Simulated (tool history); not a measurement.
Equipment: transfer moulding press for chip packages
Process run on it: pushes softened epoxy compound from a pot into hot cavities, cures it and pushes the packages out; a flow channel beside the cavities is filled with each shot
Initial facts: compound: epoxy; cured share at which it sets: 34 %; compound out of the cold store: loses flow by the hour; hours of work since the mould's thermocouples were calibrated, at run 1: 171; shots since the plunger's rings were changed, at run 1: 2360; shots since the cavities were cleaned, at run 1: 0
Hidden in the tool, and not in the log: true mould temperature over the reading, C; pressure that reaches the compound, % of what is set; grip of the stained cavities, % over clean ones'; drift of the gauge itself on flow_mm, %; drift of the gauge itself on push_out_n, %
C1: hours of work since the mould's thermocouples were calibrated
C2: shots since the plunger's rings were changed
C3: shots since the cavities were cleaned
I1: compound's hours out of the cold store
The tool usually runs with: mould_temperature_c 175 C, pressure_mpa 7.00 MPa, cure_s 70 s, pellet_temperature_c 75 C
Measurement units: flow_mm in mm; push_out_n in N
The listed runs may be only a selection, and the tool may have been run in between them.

run 1 hour=0.0 | mould_temperature_c=175 pressure_mpa=7.00 cure_s=70 pellet_temperature_c=75 | C1=171 C2=2360 C3=0 | I1=10.6 | flow_mm=982 push_out_n=243
run 2 hour=7.8 | mould_temperature_c=170 pressure_mpa=7.00 cure_s=70 pellet_temperature_c=75 | C1=176 C2=2476 C3=116 | I1=9.6 | flow_mm=1000 push_out_n=325
run 3 hour=16.2 | mould_temperature_c=170 pressure_mpa=7.00 cure_s=70 pellet_temperature_c=75 | C1=181 C2=2601 C3=241 | I1=40.7 | flow_mm=907 push_out_n=319
run 4 hour=26.1 | mould_temperature_c=175 pressure_mpa=7.00 cure_s=70 pellet_temperature_c=77 | C1=187 C2=2749 C3=389 | I1=29.7 | flow_mm=924 push_out_n=249
run 5 hour=33.9 | mould_temperature_c=175 pressure_mpa=7.00 cure_s=70 pellet_temperature_c=77 | C1=192 C2=2866 C3=506 | I1=34.7 | flow_mm=913 push_out_n=229
-- hour=46.7 plunger's sealing rings changed
run 6 hour=46.7 | mould_temperature_c=175 pressure_mpa=7.00 cure_s=70 pellet_temperature_c=77 | C1=199 C2=0 C3=658 | I1=47.4 | flow_mm=879 push_out_n=234
run 7 hour=57.0 | mould_temperature_c=175 pressure_mpa=7.00 cure_s=70 pellet_temperature_c=77 | C1=205 C2=153 C3=811 | I1=39.7 | flow_mm=896 push_out_n=230
run 8 hour=64.2 | mould_temperature_c=175 pressure_mpa=7.00 cure_s=70 pellet_temperature_c=77 | C1=209 C2=262 C3=920 | I1=38.1 | flow_mm=900 push_out_n=236
-- hour=73.0 cavities cleaned with cleaning compound and waxed
run 9 hour=76.5 | mould_temperature_c=175 pressure_mpa=7.00 cure_s=70 pellet_temperature_c=77 | C1=216 C2=422 C3=51 | I1=33.8 | flow_mm=915 push_out_n=238
run 10 hour=87.1 | mould_temperature_c=175 pressure_mpa=7.00 cure_s=70 pellet_temperature_c=75 | C1=223 C2=580 C3=209 | I1=12.6 | flow_mm=979 push_out_n=239
run 11 hour=94.9 | mould_temperature_c=175 pressure_mpa=6.59 cure_s=70 pellet_temperature_c=75 | C1=227 C2=696 C3=325 | I1=17.7 | flow_mm=931 push_out_n=236
run 12 hour=100.9 | mould_temperature_c=175 pressure_mpa=6.59 cure_s=70 pellet_temperature_c=75 | C1=231 C2=787 C3=416 | I1=42.9 | flow_mm=869 push_out_n=231
run 13 hour=109.8 | mould_temperature_c=175 pressure_mpa=6.59 cure_s=70 pellet_temperature_c=75 | C1=237 C2=918 C3=547 | I1=33.5 | flow_mm=891 push_out_n=238
run 14 hour=114.4 | mould_temperature_c=175 pressure_mpa=7.00 cure_s=70 pellet_temperature_c=83 | C1=240 C2=987 C3=616 | I1=9.9 | flow_mm=983 push_out_n=245
run 15 hour=122.9 | mould_temperature_c=175 pressure_mpa=7.00 cure_s=70 pellet_temperature_c=83 | C1=245 C2=1114 C3=743 | I1=34.8 | flow_mm=912 push_out_n=232
run 16 hour=134.0 | mould_temperature_c=175 pressure_mpa=7.00 cure_s=70 pellet_temperature_c=83 | C1=252 C2=1280 C3=909 | I1=12.8 | flow_mm=973 push_out_n=244
run 17 hour=140.0 | mould_temperature_c=175 pressure_mpa=6.70 cure_s=73 pellet_temperature_c=83 | C1=255 C2=1368 C3=997 | I1=22.8 | flow_mm=920 push_out_n=226
-- hour=143.1 cavities cleaned with cleaning compound and waxed
run 18 hour=146.2 | mould_temperature_c=174 pressure_mpa=5.46 cure_s=66 pellet_temperature_c=75 | C1=258 C2=1439 C3=45 | I1=14.4 | flow_mm=860 push_out_n=288
run 19 hour=154.0 | mould_temperature_c=174 pressure_mpa=5.46 cure_s=66 pellet_temperature_c=75 | C1=263 C2=1556 C3=162 | I1=10.0 | flow_mm=871 push_out_n=286
run 20 hour=163.3 | mould_temperature_c=174 pressure_mpa=8.70 cure_s=55 pellet_temperature_c=85 | C1=269 C2=1695 C3=301 | I1=11.9 | flow_mm=1091 push_out_n=437
run 21 hour=171.9 | mould_temperature_c=174 pressure_mpa=8.70 cure_s=55 pellet_temperature_c=85 | C1=274 C2=1823 C3=429 | I1=27.9 | flow_mm=1040 push_out_n=403
run 22 hour=180.1 | mould_temperature_c=174 pressure_mpa=8.18 cure_s=57 pellet_temperature_c=85 | C1=279 C2=1944 C3=550 | I1=14.3 | flow_mm=1054 push_out_n=386
run 23 hour=187.8 | mould_temperature_c=174 pressure_mpa=8.18 cure_s=57 pellet_temperature_c=85 | C1=284 C2=2059 C3=665 | I1=26.4 | flow_mm=1013 push_out_n=372
run 24 hour=196.0 | mould_temperature_c=174 pressure_mpa=8.18 cure_s=57 pellet_temperature_c=85 | C1=289 C2=2181 C3=787 | I1=22.4 | flow_mm=1027 push_out_n=398
run 25 hour=203.6 | mould_temperature_c=183 pressure_mpa=7.95 cure_s=59 pellet_temperature_c=76 | C1=294 C2=2295 C3=901 | I1=44.7 | flow_mm=929 push_out_n=224
run 26 hour=210.9 | mould_temperature_c=183 pressure_mpa=5.72 cure_s=59 pellet_temperature_c=65 | C1=298 C2=2404 C3=1010 | I1=31.6 | flow_mm=814 push_out_n=223
-- hour=213.2 cavities cleaned with cleaning compound and waxed
run 27 hour=223.1 | mould_temperature_c=183 pressure_mpa=8.28 cure_s=91 pellet_temperature_c=70 | C1=305 C2=2563 C3=148 | I1=23.2 | flow_mm=1010 push_out_n=195
run 28 hour=228.8 | mould_temperature_c=183 pressure_mpa=8.28 cure_s=91 pellet_temperature_c=70 | C1=309 C2=2648 C3=233 | I1=11.9 | flow_mm=1041 push_out_n=184
run 29 hour=233.5 | mould_temperature_c=173 pressure_mpa=7.00 cure_s=61 pellet_temperature_c=75 | C1=311 C2=2718 C3=303 | I1=37.9 | flow_mm=907 push_out_n=346

Consider 3 possible next runs. They are alternatives, not a sequence: every one starts from the tool as it was left by run 29. What does each give?
run A hour=242.0 | mould_temperature_c=177 pressure_mpa=7.00 cure_s=70 pellet_temperature_c=75 | C1=317 C2=2845 C3=430 | I1=24.8 | flow_mm=? push_out_n=?
run B hour=242.0 | mould_temperature_c=173 pressure_mpa=6.23 cure_s=76 pellet_temperature_c=75 | C1=317 C2=2845 C3=430 | I1=39.9 | flow_mm=? push_out_n=?
run C hour=242.0 | mould_temperature_c=176 pressure_mpa=7.50 cure_s=83 pellet_temperature_c=75 | C1=317 C2=2845 C3=430 | I1=37.6 | flow_mm=? push_out_n=?

run=A flow_mm=934 push_out_n=215
run=B flow_mm=852 push_out_n=224
run=C flow_mm=935 push_out_n=195
Stripped of hidden state, with their random variation kept, the same runs would have yielded:
run=A flow_mm=934 push_out_n=214
run=B flow_mm=853 push_out_n=222
run=C flow_mm=935 push_out_n=194

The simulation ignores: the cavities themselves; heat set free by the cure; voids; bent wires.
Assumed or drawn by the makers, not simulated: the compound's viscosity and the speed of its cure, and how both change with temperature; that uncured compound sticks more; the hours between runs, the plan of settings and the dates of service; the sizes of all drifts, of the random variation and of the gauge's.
